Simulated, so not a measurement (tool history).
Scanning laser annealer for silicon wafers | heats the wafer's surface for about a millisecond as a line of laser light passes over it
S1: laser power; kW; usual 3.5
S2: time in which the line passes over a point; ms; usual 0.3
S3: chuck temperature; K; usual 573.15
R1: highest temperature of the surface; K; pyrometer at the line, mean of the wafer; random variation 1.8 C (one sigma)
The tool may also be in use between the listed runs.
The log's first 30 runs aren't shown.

-- hour=281.3 window over the wafer cleaned, once more
run 31 hour=284.3 | S1=3.5 S2=0.3 S3=586.15 | R1=1337.15
run 32 hour=295.7 | S1=3.5 S2=0.3 S3=586.15 | R1=1335.15
run 33 hour=304.8 | S1=3.73 S2=0.253 S3=607.15 | R1=1342.15
run 34 hour=310.5 | S1=3.5 S2=0.267 S3=538.15 | R1=1244.15
run 35 hour=318.5 | S1=3.818 S2=0.267 S3=561.15 | R1=1335.15
run 36 hour=325.2 | S1=3.818 S2=0.267 S3=561.15 | R1=1338.15
run 37 hour=333.6 | S1=3.498 S2=0.291 S3=573.15 | R1=1312.15
run 38 hour=341.9 | S1=3.382 S2=0.215 S3=598.15 | R1=1207.15
run 39 hour=353.7 | S1=3.382 S2=0.215 S3=598.15 | R1=1206.15
run 40 hour=365.1 | S1=3.382 S2=0.215 S3=534.15 | R1=1142.15

3 ways to go on from here, each from the tool as it stands after run 40. What would each give?
run A hour=373.1 | S1=3.382 S2=0.215 S3=601.15 | R1=?
run B hour=373.1 | S1=3.5 S2=0.266 S3=573.15 | R1=?
run C hour=373.1 | S1=3.525 S2=0.355 S3=538.15 | R1=?

run=A R1=1206.15
run=B R1=1277.15
run=C R1=1359.15
Without the tool's hidden state the same runs would have given:
run=A R1=1216.15
run=B R1=1289.15
run=C R1=1372.15
